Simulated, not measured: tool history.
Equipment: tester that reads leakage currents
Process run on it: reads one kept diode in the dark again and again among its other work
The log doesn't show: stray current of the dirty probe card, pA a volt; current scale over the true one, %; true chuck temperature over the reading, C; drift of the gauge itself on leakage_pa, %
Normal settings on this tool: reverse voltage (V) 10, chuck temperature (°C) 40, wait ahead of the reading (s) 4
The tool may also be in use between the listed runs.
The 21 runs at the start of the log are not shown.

run      day  reverse voltage (V)  chuck temperature (°C)  wait ahead of the reading (s)  hours of work since the probe card was cleaned  hours of work since the tester was calibrated  hours of work since the chuck was calibrated  current that the tester gives (pA)
 22   67.533                    1                      22                           4.19                                              83                                           1719                                          1618                               54.11
 23   69.525                    1                      22                           4.19                                             108                                           1745                                          1643                               54.15
      72.879  -- chuck's temperature calibrated
 24   73.012                    1                      22                           4.19                                             151                                           1788                                             2                               60.36
 25   75.079                    1                      22                           4.19                                             177                                           1814                                            28                               60.07
 26   78.038                  1.5                      36                           7.39                                             215                                           1851                                            65                              223.95
 27   80.929                  6.5                      32                           7.39                                             251                                           1888                                           102                               351.6
 28   83.842                  6.5                      32                           7.39                                             288                                           1924                                           139                              350.69
 29   86.204                    2                      25                           2.33                                             318                                           1954                                           168                              109.94
 30   89.312                  2.6                      41                           3.03                                             357                                           1994                                           208                              427.23
 31   93.492                   10                      40                           0.48                                             410                                           2046                                           261                              800.37
 32   95.696                   10                      40                           0.48                                             438                                           2074                                           289                              796.68
 33   98.833                    2                      27                           0.49                                             478                                           2114                                           328                              127.91
 34  102.367                    2                      37                           0.46                                             522                                           2159                                           373                              273.99
 35  106.046                 12.3                      21                           8.08                                             569                                           2205                                           419                              201.71
 36  110.371                 12.3                      21                           8.08                                             623                                           2260                                           474                              200.66
 37  114.225                  1.3                      27                           3.38                                             672                                           2309                                           523                              100.07
 38  116.362                 14.3                      40                              4                                             699                                           2336                                           550                              936.69

Each row is a separate what-if for the run after 38, all from the same tool condition, not one after another. Results?
  A  118.312                 14.3                      32                           3.12                                             724                                           2360                                           574                                   ?
  B  118.312                  3.1                      26                           2.02                                             724                                           2360                                           574                                   ?
  C  118.312                 10.2                      34                           0.53                                             724                                           2360                                           574                                   ?
  D  118.312                 11.5                      33                           0.66                                             724                                           2360                                           574                                   ?
  E  118.312                 11.6                      29                              4                                             724                                           2360                                           574                                   ?

run  current that the tester gives (pA)
  A                              515.33
  B                              144.45
  C                              510.15
  D                              497.11
  E                              365.68
With the hidden condition removed and each run's random variation left untouched, the same runs would have given:
run  current that the tester gives (pA)
  A                              538.15
  B                              151.62
  C                              534.28
  D                              520.06
  E                              381.51
